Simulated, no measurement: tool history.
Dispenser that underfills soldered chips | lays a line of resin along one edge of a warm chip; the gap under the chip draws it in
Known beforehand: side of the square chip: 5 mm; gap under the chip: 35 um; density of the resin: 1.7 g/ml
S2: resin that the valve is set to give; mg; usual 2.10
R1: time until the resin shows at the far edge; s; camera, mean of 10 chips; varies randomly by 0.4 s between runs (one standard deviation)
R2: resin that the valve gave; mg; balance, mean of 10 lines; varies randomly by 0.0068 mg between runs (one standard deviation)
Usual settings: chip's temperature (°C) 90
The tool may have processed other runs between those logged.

Run 1, hour 0.0: usual settings. Result: R1 30.0 s, R2 1.975 mg.
Run 2, hour 3.4: usual settings. Result: R1 36.7 s, R2 1.961 mg.
Run 3, hour 8.1: usual settings but chip's temperature (°C) 92. Result: R1 42.8 s, R2 1.981 mg.
At hour 11.3: new syringe of resin.
Run 4, hour 11.9: usual settings. Result: R1 27.3 s, R2 1.955 mg.
Run 5, hour 16.0: usual settings. Result: R1 35.5 s, R2 1.947 mg.
Run 6, hour 19.7: usual settings but chip's temperature (°C) 103. Result: R1 23.0 s, R2 1.946 mg.
Run 7, hour 23.4: usual settings but chip's temperature (°C) 103. Result: R1 28.0 s, R2 1.964 mg.
At hour 24.0: new syringe of resin.
At hour 27.2: dispensing valve cleaned and set on the balance.
Run 8, hour 27.6: usual settings but chip's temperature (°C) 103. Result: R1 16.4 s, R2 2.089 mg.
Run 9, hour 33.4: usual settings but chip's temperature (°C) 99. Result: R1 27.6 s, R2 2.088 mg.
At hour 37.8: new syringe of resin.
Run 10, hour 38.7: usual settings but chip's temperature (°C) 99. Result: R1 18.1 s, R2 2.083 mg.
Run 11, hour 45.1: usual settings. Result: R1 38.8 s, R2 2.087 mg.
At hour 50.8: new syringe of resin.
Run 12, hour 51.1: usual settings. Result: R1 26.2 s, R2 2.073 mg.
Run 13, hour 56.0: usual settings. Result: R1 35.7 s, R2 2.077 mg.
Run 14, hour 59.9: usual settings. Result: R1 43.5 s, R2 2.071 mg.
At hour 63.7: new syringe of resin.
Run 15, hour 66.7: usual settings. Result: R1 31.4 s, R2 2.056 mg.
Run 16, hour 70.7: usual settings. Result: R1 38.8 s, R2 2.056 mg.
Run 17, hour 73.7: usual settings but S2 2.41 mg. Result: R1 45.0 s, R2 2.357 mg.
At hour 76.7: new syringe of resin.
Run 18, hour 78.5: usual settings but S2 2.41 mg. Result: R1 29.0 s, R2 2.355 mg.
Run 19, hour 84.4: usual settings but chip's temperature (°C) 93, S2 2.28 mg. Result: R1 35.7 s, R2 2.227 mg.
At hour 89.6: new syringe of resin.
Run 20, hour 90.4: usual settings but chip's temperature (°C) 77, S2 2.36 mg. Result: R1 53.2 s, R2 2.301 mg.
Run 21, hour 93.6: usual settings but chip's temperature (°C) 77, S2 2.36 mg. Result: R1 63.2 s, R2 2.299 mg.
Run 22, hour 97.7: usual settings but chip's temperature (°C) 75, S2 1.97 mg. Result: R1 93.3 s, R2 1.916 mg.
Run 23, hour 100.9: usual settings but chip's temperature (°C) 81. Result: R1 78.8 s, R2 2.045 mg.
At hour 102.5: new syringe of resin.
Run 24, hour 106.8: usual settings but chip's temperature (°C) 87, S2 2.54 mg. Result: R1 38.4 s, R2 2.460 mg.
Run 25, hour 110.1: usual settings but chip's temperature (°C) 87, S2 2.54 mg. Result: R1 45.9 s, R2 2.455 mg.
At hour 115.5: new syringe of resin.
Run 26, hour 116.6: usual settings but chip's temperature (°C) 98, S2 2.23 mg. Result: R1 18.4 s, R2 2.162 mg.
Run 27, hour 120.2: usual settings but chip's temperature (°C) 76, S2 2.44 mg. Result: R1 68.8 s, R2 2.352 mg.
Run 28, hour 124.9: usual settings but chip's temperature (°C) 98, S2 1.96 mg. Result: R1 31.9 s, R2 1.885 mg.
At hour 128.2: new syringe of resin.
Run 29, hour 131.3: usual settings but S2 2.65 mg. Result: R1 30.9 s, R2 2.536 mg.
Run 30, hour 136.2: usual settings but chip's temperature (°C) 79, S2 1.99 mg. Result: R1 74.3 s, R2 1.905 mg.
At hour 141.3: new syringe of resin.
Run 31, hour 141.8: usual settings but chip's temperature (°C) 85, S2 2.08 mg. Result: R1 35.5 s, R2 1.977 mg.
Run 32, hour 147.7: usual settings but chip's temperature (°C) 85, S2 2.08 mg. Result: R1 49.5 s, R2 1.981 mg.
Run 33, hour 151.0: usual settings but chip's temperature (°C) 80, S2 2.25 mg. Result: R1 75.6 s, R2 2.148 mg.
At hour 154.4: new syringe of resin.
Run 34, hour 157.6: usual settings but chip's temperature (°C) 86, S2 2.44 mg. Result: R1 39.1 s, R2 2.309 mg.
Run 35, hour 163.4: usual settings but chip's temperature (°C) 76, S2 1.88 mg. Result: R1 93.5 s, R2 1.784 mg.
At hour 167.2: new syringe of resin.
Run 36, hour 168.8: usual settings but chip's temperature (°C) 76, S2 1.88 mg. Result: R1 63.9 s, R2 1.780 mg.

What would each run have given without the hidden state, its run-to-run variation left as it was?
The tool's hidden condition here consists of: resin's viscosity, % of fresh resin's; dose that the valve gives, % of what is set; true chip temperature over the reading, C; drift of the gauge itself on fill_s, %; drift of the gauge itself on given_mg, %.
run    R1     R2
  1  26.1  2.104
  2  26.4  2.093
  3  23.6  2.117
  4  25.1  2.094
  5  26.2  2.089
  6  13.7  2.090
  7  13.6  2.111
  8  13.8  2.098
  9  16.7  2.101
 10  16.8  2.100
 11  25.1  2.108
 12  25.3  2.099
 13  26.3  2.107
 14  25.6  2.104
 15  25.7  2.095
 16  25.3  2.097
 17  25.0  2.408
 18  25.0  2.410
 19  22.2  2.283
 20  48.5  2.363
 21  48.4  2.364
 22  56.4  1.973
 23  40.1  2.109
 24  29.3  2.542
 25  29.4  2.540
 26  16.6  2.242
 27  50.9  2.442
 28  18.4  1.961
 29  24.9  2.645
 30  45.1  1.990
 31  32.7  2.071
 32  32.9  2.079
 33  42.0  2.257
 34  31.0  2.434
 35  52.7  1.884
 36  53.2  1.884
